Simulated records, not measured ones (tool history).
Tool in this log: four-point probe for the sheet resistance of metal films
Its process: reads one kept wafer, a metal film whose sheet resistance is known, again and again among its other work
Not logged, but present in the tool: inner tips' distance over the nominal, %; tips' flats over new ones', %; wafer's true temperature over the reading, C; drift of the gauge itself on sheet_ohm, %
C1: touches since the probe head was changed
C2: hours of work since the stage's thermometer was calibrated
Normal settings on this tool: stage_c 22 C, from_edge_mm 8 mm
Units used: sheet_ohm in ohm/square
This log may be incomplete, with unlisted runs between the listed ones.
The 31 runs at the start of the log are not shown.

Run 32, day 35.292: usual settings but stage_c 24 C, from_edge_mm 11 mm; C1 27488; C2 567. Result: sheet_ohm 0.917988 ohm/square.
Run 33, day 36.204: usual settings but stage_c 24 C, from_edge_mm 48 mm; C1 28147; C2 582. Result: sheet_ohm 0.914366 ohm/square.
Run 34, day 37.104: usual settings but stage_c 32 C, from_edge_mm 43 mm; C1 28800; C2 596. Result: sheet_ohm 0.9151 ohm/square.
Run 35, day 37.925: usual settings but stage_c 28 C, from_edge_mm 44 mm; C1 29393; C2 609. Result: sheet_ohm 0.914781 ohm/square.
Run 36, day 39: usual settings but stage_c 28 C, from_edge_mm 44 mm; C1 30169; C2 626. Result: sheet_ohm 0.914954 ohm/square.
Run 37, day 39.671: usual settings but stage_c 28 C, from_edge_mm 44 mm; C1 30655; C2 637. Result: sheet_ohm 0.915046 ohm/square.
Run 38, day 40.458: usual settings but stage_c 29 C; C1 31226; C2 650. Result: sheet_ohm 0.922429 ohm/square.
Run 39, day 41.883: usual settings but stage_c 29 C, from_edge_mm 29 mm; C1 32255; C2 673. Result: sheet_ohm 0.915526 ohm/square.
Run 40, day 42.667: usual settings but stage_c 29 C; C1 32821; C2 685. Result: sheet_ohm 0.922548 ohm/square.
Run 41, day 44.071: usual settings but stage_c 29 C; C1 33839; C2 708. Result: sheet_ohm 0.92307 ohm/square.
Run 42, day 45.138: usual settings but stage_c 19 C, from_edge_mm 4 mm; C1 34610; C2 725. Result: sheet_ohm 0.944267 ohm/square.
Run 43, day 45.85: usual settings but stage_c 24 C, from_edge_mm 13 mm; C1 35126; C2 736. Result: sheet_ohm 0.918028 ohm/square.
Run 44, day 46.667: usual settings but stage_c 24 C, from_edge_mm 27 mm; C1 35716; C2 749. Result: sheet_ohm 0.915538 ohm/square.
Run 45, day 47.471: usual settings but stage_c 29 C, from_edge_mm 44 mm; C1 36297; C2 762. Result: sheet_ohm 0.915757 ohm/square.

Forecast each of these 3 alternatives for the next run:
Run A, day 48.6: usual settings but stage_c 21 C, from_edge_mm 5 mm; C1 37115; C2 780. Result: sheet_ohm ?.
Run B, day 48.6: usual settings but stage_c 24 C, from_edge_mm 19 mm; C1 37115; C2 780. Result: sheet_ohm ?.
Run C, day 48.6: usual settings but stage_c 27 C, from_edge_mm 10 mm; C1 37115; C2 780. Result: sheet_ohm ?.

run  sheet_ohm
  A   0.934296
  B   0.916625
  C   0.920178
Stripped of hidden state, with their random variation kept, the same runs would have yielded:
run  sheet_ohm
  A   0.927128
  B   0.909571
  C   0.913091
